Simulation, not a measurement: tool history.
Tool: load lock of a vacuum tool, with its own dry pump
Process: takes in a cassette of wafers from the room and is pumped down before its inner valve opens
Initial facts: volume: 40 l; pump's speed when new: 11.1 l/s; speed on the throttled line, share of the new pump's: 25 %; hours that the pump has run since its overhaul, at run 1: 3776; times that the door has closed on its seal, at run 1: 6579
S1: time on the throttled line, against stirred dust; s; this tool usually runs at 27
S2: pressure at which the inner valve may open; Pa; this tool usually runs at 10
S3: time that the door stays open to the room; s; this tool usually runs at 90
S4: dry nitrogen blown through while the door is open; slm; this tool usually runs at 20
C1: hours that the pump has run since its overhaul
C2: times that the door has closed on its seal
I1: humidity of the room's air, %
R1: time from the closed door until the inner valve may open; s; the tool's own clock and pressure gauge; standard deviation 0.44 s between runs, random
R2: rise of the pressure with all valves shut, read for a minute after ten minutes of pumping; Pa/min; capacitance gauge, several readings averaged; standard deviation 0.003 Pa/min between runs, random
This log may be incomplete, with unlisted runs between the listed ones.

run    hour  S1  S2   S3  S4    C1     C2    I1    R1     R2
  1     0.0  27  10   90  20  3776   6579  44.4  56.1  0.047
  2   179.9  27  10   90  20  3956   7389  44.7  55.0  0.047
  3   394.6  27  10   90  20  4170   8356  45.0  54.6  0.055
  4   605.7  27  10   90  20  4381   9308  44.2  55.1  0.059
  5   764.4  27  10   33  20  4540  10023  44.9  55.3  0.048
  6   861.1  27  10   33  20  4637  10458  46.6  55.3  0.052
  7  1061.1  27  10   90  33  4837  11359  46.7  55.4  0.059
  8  1190.2  27  10   90  33  4966  11941  46.4  55.5  0.069
  9  1310.6  27  10   90  33  5086  12484  45.0  54.9  0.073
 10  1473.5  27  10   90  33  5249  13217  45.0  55.9  0.066
 11  1587.3  27  10   90  24  5363  13731  43.6  56.4  0.084
 12  1794.6  27  14   90  20  5570  14665  46.4  54.4  0.092
 13  1979.1  27  14   90  20  5755  15496  45.1  54.7  0.094
 14  2171.4  17  10  216  20  5947  16362  45.5  48.9  0.113
 15  2285.3  34  10  196  20  6061  16876  42.9  61.2  0.111
 16  2441.8  23  20  110  20  6217  17580  43.4  51.2  0.110
 17  2607.4  46  10   57  12  6383  18327  44.7  69.6  0.115
 18  2820.7  16   9  110  12  6596  19288  43.4  48.3  0.133
 19  2915.6  54  16   90  20  6691  19715  42.0  74.5  0.123
 20  3089.0  54  16   90  20  6865  20497  44.7  73.9  0.124
 21  3251.4  16  10   90  20  7027  21228  42.8  48.0  0.137
 22  3423.8  19  10   67  20  7200  22005  46.3  50.8  0.136
 23  3537.2  19   7   67   6  7313  22516  47.2  53.1  0.160
 24  3673.9  19   7   67  25  7450  23132  42.8  51.2  0.140

Predict each of these 5 candidate next runs independently; none follows another, all start after run 24:
  A  3792.1  21   7  101  25  7568  23665  46.1   ?   ?
  B  3792.1  19   7   47  41  7568  23665  43.3   ?   ?
  C  3792.1  19   7  159   8  7568  23665  45.1   ?   ?
  D  3792.1  19   7  229   9  7568  23665  45.4   ?   ?
  E  3792.1  19   8   67   7  7568  23665  46.2   ?   ?

run    R1     R2
  A  53.7  0.154
  B  52.5  0.134
  C  52.3  0.186
  D  52.7  0.195
  E  52.2  0.168
The same runs, with their run-to-run variation unchanged, on a tool lacking any hidden condition would have given:
run    R1     R2
  A  50.7  0.027
  B  49.4  0.007
  C  49.3  0.058
  D  49.6  0.066
  E  49.2  0.040
